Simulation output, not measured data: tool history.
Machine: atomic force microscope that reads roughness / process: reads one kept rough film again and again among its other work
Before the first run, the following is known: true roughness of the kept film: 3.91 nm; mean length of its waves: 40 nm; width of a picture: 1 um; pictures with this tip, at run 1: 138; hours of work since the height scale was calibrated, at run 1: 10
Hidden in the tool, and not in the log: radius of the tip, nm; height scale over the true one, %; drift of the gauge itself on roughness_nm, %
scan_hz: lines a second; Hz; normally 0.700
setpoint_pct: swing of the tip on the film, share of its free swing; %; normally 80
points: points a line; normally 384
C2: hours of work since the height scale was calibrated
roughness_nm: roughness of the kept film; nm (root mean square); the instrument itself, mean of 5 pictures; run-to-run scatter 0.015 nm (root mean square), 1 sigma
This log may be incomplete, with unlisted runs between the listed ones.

run 1 hour=0.0 | scan_hz=0.700 setpoint_pct=80 points=384 | pictures_with_this_tip=138 C2=10 | roughness_nm=3.037
run 2 hour=5.1 | scan_hz=0.700 setpoint_pct=80 points=384 | pictures_with_this_tip=146 C2=14 | roughness_nm=3.028
-- hour=8.8 new tip fitted
run 3 hour=13.9 | scan_hz=0.700 setpoint_pct=80 points=384 | pictures_with_this_tip=7 C2=20 | roughness_nm=3.462
run 4 hour=23.6 | scan_hz=0.700 setpoint_pct=80 points=384 | pictures_with_this_tip=22 C2=27 | roughness_nm=3.425
run 5 hour=34.1 | scan_hz=0.700 setpoint_pct=80 points=384 | pictures_with_this_tip=39 C2=35 | roughness_nm=3.334
run 6 hour=39.4 | scan_hz=0.700 setpoint_pct=80 points=384 | pictures_with_this_tip=47 C2=39 | roughness_nm=3.317
run 7 hour=46.8 | scan_hz=0.700 setpoint_pct=80 points=384 | pictures_with_this_tip=58 C2=44 | roughness_nm=3.299
run 8 hour=56.3 | scan_hz=0.700 setpoint_pct=80 points=384 | pictures_with_this_tip=73 C2=51 | roughness_nm=3.244
run 9 hour=66.1 | scan_hz=0.700 setpoint_pct=80 points=384 | pictures_with_this_tip=88 C2=59 | roughness_nm=3.172
run 10 hour=70.6 | scan_hz=0.700 setpoint_pct=80 points=384 | pictures_with_this_tip=95 C2=62 | roughness_nm=3.170
run 11 hour=78.6 | scan_hz=1.420 setpoint_pct=85 points=283 | pictures_with_this_tip=108 C2=68 | roughness_nm=2.910
run 12 hour=84.0 | scan_hz=0.638 setpoint_pct=86 points=384 | pictures_with_this_tip=116 C2=72 | roughness_nm=3.045
run 13 hour=91.1 | scan_hz=3.506 setpoint_pct=70 points=384 | pictures_with_this_tip=127 C2=77 | roughness_nm=2.860
run 14 hour=96.4 | scan_hz=3.506 setpoint_pct=70 points=384 | pictures_with_this_tip=135 C2=81 | roughness_nm=2.835
run 15 hour=105.0 | scan_hz=3.506 setpoint_pct=59 points=364 | pictures_with_this_tip=149 C2=87 | roughness_nm=2.946
-- hour=106.8 new tip fitted
run 16 hour=111.6 | scan_hz=1.052 setpoint_pct=73 points=384 | pictures_with_this_tip=7 C2=92 | roughness_nm=3.430
run 17 hour=116.8 | scan_hz=1.052 setpoint_pct=76 points=384 | pictures_with_this_tip=15 C2=96 | roughness_nm=3.410
run 18 hour=122.2 | scan_hz=3.937 setpoint_pct=89 points=473 | pictures_with_this_tip=23 C2=100 | roughness_nm=2.604
run 19 hour=128.7 | scan_hz=3.937 setpoint_pct=89 points=473 | pictures_with_this_tip=34 C2=105 | roughness_nm=2.565

Here are 4 independent what-if runs from the current tool condition. What would each one return?
run A hour=137.0 | scan_hz=0.571 setpoint_pct=80 points=334 | pictures_with_this_tip=46 C2=111 | roughness_nm=?
run B hour=137.0 | scan_hz=2.951 setpoint_pct=62 points=384 | pictures_with_this_tip=46 C2=111 | roughness_nm=?
run C hour=137.0 | scan_hz=0.769 setpoint_pct=89 points=473 | pictures_with_this_tip=46 C2=111 | roughness_nm=?
run D hour=137.0 | scan_hz=0.700 setpoint_pct=80 points=974 | pictures_with_this_tip=46 C2=111 | roughness_nm=?

run=A roughness_nm=3.337
run=B roughness_nm=3.248
run=C roughness_nm=3.240
run=D roughness_nm=3.336
Take away the tool's hidden state, keep each run's random variation, and the runs would have read:
run=A roughness_nm=3.513
run=B roughness_nm=3.419
run=C roughness_nm=3.411
run=D roughness_nm=3.511
